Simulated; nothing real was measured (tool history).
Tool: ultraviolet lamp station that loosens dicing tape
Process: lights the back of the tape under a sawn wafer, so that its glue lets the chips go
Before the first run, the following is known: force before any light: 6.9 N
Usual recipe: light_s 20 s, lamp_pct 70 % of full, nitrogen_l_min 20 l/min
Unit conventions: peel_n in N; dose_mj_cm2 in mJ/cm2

{"run": 1, "hour": 0.0, "light_s": 20, "lamp_pct": 70, "nitrogen_l_min": 20, "peel_n": 0.721, "dose_mj_cm2": 350}
{"run": 2, "hour": 60.8, "light_s": 20, "lamp_pct": 70, "nitrogen_l_min": 20, "peel_n": 0.748, "dose_mj_cm2": 340}
{"run": 3, "hour": 102.6, "light_s": 20, "lamp_pct": 70, "nitrogen_l_min": 20, "peel_n": 0.789, "dose_mj_cm2": 338}
{"run": 4, "hour": 142.9, "light_s": 20, "lamp_pct": 70, "nitrogen_l_min": 17, "peel_n": 0.896, "dose_mj_cm2": 324}
{"run": 5, "hour": 204.1, "light_s": 20, "lamp_pct": 70, "nitrogen_l_min": 17, "peel_n": 0.952, "dose_mj_cm2": 320}
{"run": 6, "hour": 261.7, "light_s": 20, "lamp_pct": 70, "nitrogen_l_min": 17, "peel_n": 1.015, "dose_mj_cm2": 303}
{"run": 7, "hour": 335.1, "light_s": 20, "lamp_pct": 70, "nitrogen_l_min": 17, "peel_n": 1.104, "dose_mj_cm2": 294}
{"run": 8, "hour": 392.5, "light_s": 20, "lamp_pct": 92, "nitrogen_l_min": 20, "peel_n": 0.523, "dose_mj_cm2": 427}
{"run": 9, "hour": 463.0, "light_s": 20, "lamp_pct": 92, "nitrogen_l_min": 20, "peel_n": 0.546, "dose_mj_cm2": 416}
{"run": 10, "hour": 526.8, "light_s": 20, "lamp_pct": 94, "nitrogen_l_min": 20, "peel_n": 0.547, "dose_mj_cm2": 410}
{"run": 11, "hour": 599.2, "light_s": 20, "lamp_pct": 70, "nitrogen_l_min": 20, "peel_n": 0.974, "dose_mj_cm2": 295}
{"run": 12, "hour": 635.9, "light_s": 20, "lamp_pct": 70, "nitrogen_l_min": 20, "peel_n": 1.021, "dose_mj_cm2": 286}
{"run": 13, "hour": 680.0, "light_s": 20, "lamp_pct": 70, "nitrogen_l_min": 20, "peel_n": 1.065, "dose_mj_cm2": 282}
{"run": 14, "hour": 716.8, "light_s": 20, "lamp_pct": 70, "nitrogen_l_min": 20, "peel_n": 1.11, "dose_mj_cm2": 271}
{"run": 15, "hour": 754.0, "light_s": 20, "lamp_pct": 70, "nitrogen_l_min": 20, "peel_n": 1.183, "dose_mj_cm2": 262}
{"run": 16, "hour": 805.9, "light_s": 20, "lamp_pct": 70, "nitrogen_l_min": 20, "peel_n": 1.234, "dose_mj_cm2": 263}
{"run": 17, "hour": 875.1, "light_s": 20, "lamp_pct": 70, "nitrogen_l_min": 20, "peel_n": 1.003, "dose_mj_cm2": 290}
{"run": 18, "hour": 948.0, "light_s": 20, "lamp_pct": 70, "nitrogen_l_min": 20, "peel_n": 1.061, "dose_mj_cm2": 281}
{"run": 19, "hour": 1004.9, "light_s": 20, "lamp_pct": 70, "nitrogen_l_min": 20, "peel_n": 1.157, "dose_mj_cm2": 269}
{"run": 20, "hour": 1039.0, "light_s": 20, "lamp_pct": 70, "nitrogen_l_min": 20, "peel_n": 1.137, "dose_mj_cm2": 267}
{"run": 21, "hour": 1100.3, "light_s": 23, "lamp_pct": 85, "nitrogen_l_min": 20, "peel_n": 0.719, "dose_mj_cm2": 361}
{"run": 22, "hour": 1169.4, "light_s": 38, "lamp_pct": 68, "nitrogen_l_min": 27, "peel_n": 0.438, "dose_mj_cm2": 453}
{"run": 23, "hour": 1238.6, "light_s": 38, "lamp_pct": 96, "nitrogen_l_min": 28, "peel_n": 0.304, "dose_mj_cm2": 613}
{"run": 24, "hour": 1279.1, "light_s": 38, "lamp_pct": 96, "nitrogen_l_min": 28, "peel_n": 0.294, "dose_mj_cm2": 590}
{"run": 25, "hour": 1348.5, "light_s": 20, "lamp_pct": 70, "nitrogen_l_min": 9, "peel_n": 2.161, "dose_mj_cm2": 217}
{"run": 26, "hour": 1397.8, "light_s": 17, "lamp_pct": 90, "nitrogen_l_min": 20, "peel_n": 0.415, "dose_mj_cm2": 492}
{"run": 27, "hour": 1437.7, "light_s": 20, "lamp_pct": 96, "nitrogen_l_min": 20, "peel_n": 0.325, "dose_mj_cm2": 611}
{"run": 28, "hour": 1480.0, "light_s": 19, "lamp_pct": 90, "nitrogen_l_min": 20, "peel_n": 0.37, "dose_mj_cm2": 527}
{"run": 29, "hour": 1533.4, "light_s": 26, "lamp_pct": 95, "nitrogen_l_min": 15, "peel_n": 0.289, "dose_mj_cm2": 735}
{"run": 30, "hour": 1576.0, "light_s": 31, "lamp_pct": 95, "nitrogen_l_min": 15, "peel_n": 0.252, "dose_mj_cm2": 871}
{"run": 31, "hour": 1637.0, "light_s": 31, "lamp_pct": 95, "nitrogen_l_min": 15, "peel_n": 0.253, "dose_mj_cm2": 841}
{"run": 32, "hour": 1686.6, "light_s": 16, "lamp_pct": 83, "nitrogen_l_min": 30, "peel_n": 0.547, "dose_mj_cm2": 368}
{"run": 33, "hour": 1739.8, "light_s": 11, "lamp_pct": 79, "nitrogen_l_min": 16, "peel_n": 1.521, "dose_mj_cm2": 239}
{"run": 34, "hour": 1789.9, "light_s": 34, "lamp_pct": 77, "nitrogen_l_min": 16, "peel_n": 0.295, "dose_mj_cm2": 691}
{"run": 35, "hour": 1827.6, "light_s": 27, "lamp_pct": 78, "nitrogen_l_min": 20, "peel_n": 0.352, "dose_mj_cm2": 546}
{"run": 36, "hour": 1874.5, "light_s": 23, "lamp_pct": 63, "nitrogen_l_min": 9, "peel_n": 1.037, "dose_mj_cm2": 366}
{"run": 37, "hour": 1910.8, "light_s": 23, "lamp_pct": 63, "nitrogen_l_min": 9, "peel_n": 0.818, "dose_mj_cm2": 416}

Not shown: 5 entries that the log had between the listed runs. Between which runs, and how does the tool's hidden state differ before and after?
Between runs 7 and 8: window cleaned of glue's vapour (hour 365.9)
  lamp's light, % of a new lamp's: 73.8 -> 72.8; light that the window lets through, % of a clean one's: 87.3 -> 98.7
  the result without the hidden state subtracted from the measured one, peel_n: +0.579 -> +0.193 N; dose_mj_cm2: -163 -> -168 mJ/cm2
Between runs 16 and 17: window cleaned of glue's vapour (hour 872.2)
  lamp's light, % of a new lamp's: 65.1 -> 63.9; light that the window lets through, % of a clean one's: 87.2 -> 99.6
  the result without the hidden state subtracted from the measured one, peel_n: +0.762 -> +0.541 N; dose_mj_cm2: -199 -> -167 mJ/cm2
Between runs 25 and 26: lamp changed (hour 1370); window cleaned of glue's vapour (hour 1380.1)
  lamp's light, % of a new lamp's: 55.3 -> 99.5; light that the window lets through, % of a clean one's: 85.8 -> 99
  the result without the hidden state subtracted from the measured one, peel_n: +1.44 -> +0.01 N; dose_mj_cm2: -240 -> -7 mJ/cm2
Between runs 36 and 37: window cleaned of glue's vapour (hour 1884.2)
  lamp's light, % of a new lamp's: 90.9 -> 90.2; light that the window lets through, % of a clean one's: 85.4 -> 99.2
  the result without the hidden state subtracted from the measured one, peel_n: +0.368 -> +0.144 N; dose_mj_cm2: -106 -> -50 mJ/cm2
